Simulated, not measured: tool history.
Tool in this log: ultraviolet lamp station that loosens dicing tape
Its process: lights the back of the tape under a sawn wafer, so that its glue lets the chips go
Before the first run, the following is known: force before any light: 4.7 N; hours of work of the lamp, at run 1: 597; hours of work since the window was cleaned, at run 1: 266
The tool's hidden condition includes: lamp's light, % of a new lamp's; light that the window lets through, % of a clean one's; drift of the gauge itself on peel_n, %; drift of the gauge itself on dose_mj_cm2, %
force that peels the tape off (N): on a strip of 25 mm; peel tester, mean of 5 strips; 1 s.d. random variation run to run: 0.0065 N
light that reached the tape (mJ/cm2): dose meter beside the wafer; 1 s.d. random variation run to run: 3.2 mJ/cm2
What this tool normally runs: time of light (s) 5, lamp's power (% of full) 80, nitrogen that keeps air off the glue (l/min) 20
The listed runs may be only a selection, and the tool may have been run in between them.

run	hour	time of light (s)	lamp's power (% of full)	nitrogen that keeps air off the glue (l/min)	hours of work of the lamp	hours of work since the window was cleaned	force that peels the tape off (N)	light that reached the tape (mJ/cm2)
1	0	5	80	20	597	266	0.386	317
2	27.2	5	80	20	612	281	0.386	314
3	65.4	5	80	20	633	302	0.401	311
4	98.2	5	80	20	651	319	0.407	301
# hour 103.4: window cleaned of glue's vapour
5	125.1	6	80	20	665	12	0.392	321
6	156.7	5	80	6	682	29	1.035	266
7	218.1	5	80	10	715	62	0.835	254
8	255.1	5	80	8	736	82	0.965	242
9	296.9	5	80	8	758	105	1.005	236
10	323.2	5	63	8	773	119	1.43	189
11	380.7	5	63	8	804	151	1.447	176
# hour 389: window cleaned of glue's vapour, once more
12	416.3	5	63	8	823	15	0.982	243
13	468.5	5	63	8	851	43	0.999	232
14	519.1	3	64	20	879	71	1.294	140
15	569.1	3	64	20	906	98	1.373	138
16	611.2	5	80	20	929	121	0.493	274
17	645.3	4	93	11	947	139	0.792	249
# hour 669.9: lamp changed
18	693.1	4	93	18	13	165	0.245	430
19	735	5	93	8	35	188	0.269	532
20	780.2	5	66	21	60	212	0.287	364
21	806.4	3	80	20	74	226	0.542	264

What if the next run were any one of these 4? Each begins from the tool's condition after run 21:
A	864.7	6	69	20	106	258	?	?
B	864.7	3	78	7	106	258	?	?
C	864.7	5	93	23	106	258	?	?
D	864.7	5	80	7	106	258	?	?

run	force that peels the tape off (N)	light that reached the tape (mJ/cm2)
A	0.249	448
B	1.002	252
C	0.208	501
D	0.434	431
The same runs, with their run-to-run variation unchanged, on a tool lacking any hidden condition would have given:
run	force that peels the tape off (N)	light that reached the tape (mJ/cm2)
A	0.215	527
B	0.788	297
C	0.191	590
D	0.333	508
